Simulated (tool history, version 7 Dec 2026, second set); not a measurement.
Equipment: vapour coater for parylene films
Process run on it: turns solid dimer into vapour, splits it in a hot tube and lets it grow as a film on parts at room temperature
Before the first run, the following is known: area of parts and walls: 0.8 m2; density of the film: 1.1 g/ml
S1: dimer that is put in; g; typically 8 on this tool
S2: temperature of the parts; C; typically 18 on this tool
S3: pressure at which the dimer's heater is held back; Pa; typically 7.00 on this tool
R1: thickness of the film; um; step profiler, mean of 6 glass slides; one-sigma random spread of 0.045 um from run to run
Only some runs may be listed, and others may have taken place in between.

| run | day | S1 | S2 | S3 | R1 |
|---|---|---|---|---|---|
| 1 | 0.000 | 8 | 18 | 7.00 | 4.46 |
| 2 | 0.792 | 8 | 18 | 7.00 | 4.55 |
| 3 | 1.338 | 8 | 18 | 7.00 | 4.48 |
| 4 | 1.967 | 8 | 18 | 7.00 | 4.48 |
| 5 | 2.867 | 8 | 18 | 7.00 | 4.45 |
| 6 | 3.375 | 8 | 18 | 7.00 | 4.44 |
|  | 3.617 | trap's valve overhauled |
| 7 | 4.500 | 8 | 18 | 7.00 | 4.95 |
| 8 | 5.504 | 8 | 14 | 7.00 | 5.50 |
| 9 | 6.438 | 8 | 14 | 7.00 | 5.42 |
| 10 | 7.400 | 8 | 14 | 7.00 | 5.43 |
| 11 | 7.912 | 8 | 26 | 7.00 | 3.85 |
| 12 | 8.917 | 8 | 26 | 7.00 | 3.82 |
| 13 | 9.729 | 8 | 26 | 7.00 | 3.86 |
| 14 | 10.467 | 8 | 17 | 7.00 | 4.87 |
| 15 | 11.242 | 8 | 12 | 10.59 | 5.29 |
| 16 | 12.379 | 3 | 18 | 7.00 | 1.78 |
| 17 | 12.900 | 3 | 18 | 7.00 | 1.74 |
| 18 | 14.079 | 8 | 25 | 7.00 | 3.91 |
| 19 | 14.788 | 8 | 15 | 5.45 | 5.22 |
| 20 | 15.383 | 5 | 15 | 9.65 | 3.04 |
| 21 | 15.988 | 5 | 15 | 9.65 | 3.01 |
| 22 | 16.983 | 5 | 15 | 9.65 | 2.98 |
| 23 | 17.696 | 6 | 20 | 7.00 | 3.28 |
| 24 | 18.571 | 8 | 18 | 2.91 | 4.87 |
| 25 | 19.425 | 8 | 18 | 2.91 | 5.01 |
| 26 | 19.992 | 4 | 28 | 7.36 | 1.72 |
| 27 | 20.675 | 14 | 13 | 5.59 | 9.18 |
|  | 21.808 | trap's valve overhauled |
| 28 | 21.808 | 6 | 27 | 6.41 | 2.91 |

Predict each of these 4 candidate next runs independently; none follows another, all start after run 28:
| A | 22.804 | 3 | 25 | 6.41 | ? |
| B | 22.804 | 7 | 13 | 11.39 | ? |
| C | 22.804 | 8 | 10 | 3.00 | ? |
| D | 22.804 | 13 | 25 | 10.53 | ? |

| run | R1 |
|---|---|
| A | 1.54 |
| B | 4.65 |
| C | 6.56 |
| D | 6.33 |
With no hidden state in the tool, these same runs would have given:
| run | R1 |
|---|---|
| A | 1.56 |
| B | 4.73 |
| C | 6.67 |
| D | 6.43 |

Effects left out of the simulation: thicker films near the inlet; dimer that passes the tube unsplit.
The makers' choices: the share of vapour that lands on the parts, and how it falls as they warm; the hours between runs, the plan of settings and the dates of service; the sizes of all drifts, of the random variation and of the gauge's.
